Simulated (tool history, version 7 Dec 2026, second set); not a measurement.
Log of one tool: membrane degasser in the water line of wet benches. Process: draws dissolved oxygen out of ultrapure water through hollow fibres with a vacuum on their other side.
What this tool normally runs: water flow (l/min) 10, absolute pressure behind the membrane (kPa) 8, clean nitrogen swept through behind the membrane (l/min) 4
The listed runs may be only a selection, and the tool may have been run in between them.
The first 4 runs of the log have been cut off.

run	hour	water flow (l/min)	absolute pressure behind the membrane (kPa)	clean nitrogen swept through behind the membrane (l/min)	hours since the membrane was changed	hours since the vacuum gauge was calibrated	hours since the vacuum lines were made tight	dissolved oxygen in the water behind the degasser (ppb)	pressure that the water loses in the fibres (kPa)
5	497.7	7	8	4	5592	4734	12044	26.3	50.34
6	574.1	7	8	4	5668	4811	12121	26.1	50.33
7	696.3	10	8	4	5790	4933	12243	49.9	72.35
8	839.1	10	8	4	5933	5076	12386	49.4	72.27
9	923.7	10	8	4	6018	5160	12470	49.1	72.06
10	1020.9	10	8	4	6115	5257	12567	50.2	72.54
11	1117.9	10	8	4.59	6212	5354	12664	45.7	72.6
12	1258.8	10	8	4	6353	5495	12805	50.4	72.4
# hour 1270.8: vacuum gauge calibrated
13	1351.2	10	8	4	6445	80	12897	52	72.35
14	1464.2	10	8	4	6558	193	13010	53	72.37
15	1615.9	10	8	4	6709	345	13162	52.6	71.93
16	1740.2	10	8	4	6834	469	13286	52	72.41
# hour 1814.5: vacuum gauge calibrated, once more
# hour 1816.5: seals of the vacuum lines changed
17	1816.5	15	8	3.95	6907	0	0	142.9	108.84
18	1942.6	10	12.79	4	7034	126	126	76.5	72.43
19	2076	14	12.79	4.23	7167	260	260	155.4	101.51
20	2183.4	14	12.79	4.23	7274	367	367	153.8	101.23
21	2330.3	15	12.37	8.86	7421	514	514	138.5	109.01
22	2419.8	15	12.37	8.86	7511	603	603	142.1	108.01
23	2510.7	15	12.37	2.71	7602	694	694	224.5	108.24
24	2635.3	15	12.37	2.71	7726	819	819	225.8	109.01
25	2725.6	15	12.37	2.71	7817	909	909	221.1	109.37
26	2823.5	10	5.9	4	7915	1007	1007	34.2	72.77
27	2895.5	10	8	4	7986	1079	1079	47.4	72.72
28	3039.4	10	8	4	8130	1223	1223	48.3	72.96

For run 29, what comes out?
29	3144.4	7	15.41	1.62	8235	1328	1328	?	?

dissolved oxygen in the water behind the degasser (ppb): 130.8
pressure that the water loses in the fibres (kPa): 51.03
With the hidden condition absent and the run-to-run variation left alone, this run would have shown dissolved oxygen in the water behind the degasser (ppb) 128.1, pressure that the water loses in the fibres (kPa) 48.91.

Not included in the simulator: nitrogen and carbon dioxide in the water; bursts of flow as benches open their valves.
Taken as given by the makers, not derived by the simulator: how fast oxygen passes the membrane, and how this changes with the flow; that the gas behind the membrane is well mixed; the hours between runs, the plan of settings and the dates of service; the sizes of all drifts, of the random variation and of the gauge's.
